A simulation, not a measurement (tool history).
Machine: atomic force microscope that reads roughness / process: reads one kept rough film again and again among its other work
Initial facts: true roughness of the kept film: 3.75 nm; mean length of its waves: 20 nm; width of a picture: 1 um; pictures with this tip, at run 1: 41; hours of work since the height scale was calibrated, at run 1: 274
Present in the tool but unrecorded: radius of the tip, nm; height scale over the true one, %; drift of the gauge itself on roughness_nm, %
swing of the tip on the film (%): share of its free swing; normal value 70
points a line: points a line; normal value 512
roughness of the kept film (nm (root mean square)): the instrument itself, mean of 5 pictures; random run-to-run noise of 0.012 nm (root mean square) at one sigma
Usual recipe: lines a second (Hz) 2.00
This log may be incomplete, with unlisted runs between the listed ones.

run,day,lines a second (Hz),swing of the tip on the film (%),points a line,pictures with this tip,hours of work since the height scale was calibrated,roughness of the kept film (nm (root mean square))
1,0.000,2.00,70,512,41,274,2.645
2,0.288,2.00,70,512,50,279,2.649
3,0.729,2.00,70,512,63,286,2.596
4,1.004,2.00,70,512,71,291,2.567
5,1.312,2.00,70,512,80,296,2.528
6,1.658,2.00,70,512,90,301,2.502
7,2.046,2.00,70,512,102,308,2.485
8,2.388,2.00,70,533,112,313,2.476
9,2.629,0.94,70,512,119,317,2.550
10,2.900,2.00,70,512,127,322,2.396
11,3.196,2.00,70,512,136,327,2.391
12,3.521,2.00,70,512,146,332,2.356
13,3.796,0.86,70,1023,154,336,2.495
14,4.217,1.47,87,909,166,343,2.162

Estimate the outcome of run 15 from the log above:
15,4.575,1.47,87,909,177,349,?

{"run 15": {"roughness of the kept film (nm (root mean square))": 2.155}}
On a tool with no hidden condition, and with the same random variation, this run would have come out at roughness of the kept film (nm (root mean square)) 2.670.

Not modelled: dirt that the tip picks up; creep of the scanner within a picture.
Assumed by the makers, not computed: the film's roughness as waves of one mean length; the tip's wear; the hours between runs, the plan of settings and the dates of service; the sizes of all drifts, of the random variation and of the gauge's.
